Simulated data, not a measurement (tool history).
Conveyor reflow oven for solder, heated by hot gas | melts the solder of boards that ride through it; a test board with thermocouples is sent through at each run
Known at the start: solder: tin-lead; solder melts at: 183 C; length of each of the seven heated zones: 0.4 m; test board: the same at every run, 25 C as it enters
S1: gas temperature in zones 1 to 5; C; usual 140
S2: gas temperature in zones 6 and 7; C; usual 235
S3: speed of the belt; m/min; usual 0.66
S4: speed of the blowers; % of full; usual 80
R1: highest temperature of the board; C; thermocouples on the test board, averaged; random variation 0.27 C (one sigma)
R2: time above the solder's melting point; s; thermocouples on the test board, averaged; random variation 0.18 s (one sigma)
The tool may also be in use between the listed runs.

run   hour   S1   S2     S3  S4     R1    R2
  1      0  140  235   0.66  80  217.9  55.3
  2   32.4  140  235   0.66  80  217.2  55.1
  3   53.7  140  235   0.66  87  219.5  57.2
  4   74.6  135  235   0.66  80  215.9  53.1
  5   95.4  144  235   0.66  80  217.9  57.2
  6  119.7  140  235   0.66  80  217.5  55.1
  7  145.4  140  235   0.66  80  216.8  55.2
  8    169  140  235   0.66  80  217.3  55.1
  9  199.9  140  235   0.66  80  216.3  55.2
 10  238.1  140  235   0.66  80  216.8  55.2
 11  274.3  140  235   0.66  80  216.6  54.7
 12  292.7  140  235   0.66  80  216.7  54.9
 13  325.8  140  235   0.66  80  216.6  54.6
 14  348.1  140  235  0.598  80  219.3  63.5
 15  366.6  140  235   0.66  80    216  54.4
 16  383.4  140  235   0.66  80  216.2  54.7
 17  408.9  126  245   0.66  80  222.1  54.5
     414.6  -- belt drive overhauled, speed set with a stopwatch
 18  432.2  140  228  0.558  80  215.2  65.3
 19  462.3  135  223   0.57  80  209.5  56.3
 20    483  145  239  0.635  61  215.8    58
 21  517.4  145  239  0.635  61  216.1    58
 22  552.1  140  241   0.66  80  221.2  58.7
 23  575.7  140  237  0.641  80  218.5  58.5
 24  610.2  133  237  0.641  84  218.1  55.8
     622.6  -- belt drive overhauled, speed set with a stopwatch, once more
 25  630.8  133  237  0.641  84  217.7  54.3
 26  650.5  132  235   0.66  86  215.1  50.9
 27  673.4  132  235   0.66  86    215  50.9
 28  696.1  132  235   0.66  86  215.1  50.8
 29    716  132  224  0.591  86  208.6    52
 30  754.3  155  237   0.66  80  219.3  62.6
 31  775.9  155  237   0.66  80  219.6  62.2

Forecast each of these 3 alternatives for the next run:
  A  808.2  155  237   0.66  50   ?   ?
  B  808.2  140  230  0.675  80   ?   ?
  C  808.2  155  233  0.705  80   ?   ?

run     R1    R2
  A  209.6  52.4
  B    210  47.1
  C  214.3  54.2
Without the tool's hidden state the same runs would have given:
run     R1    R2
  A  212.9    56
  B  214.4  51.3
  C  218.5  57.4
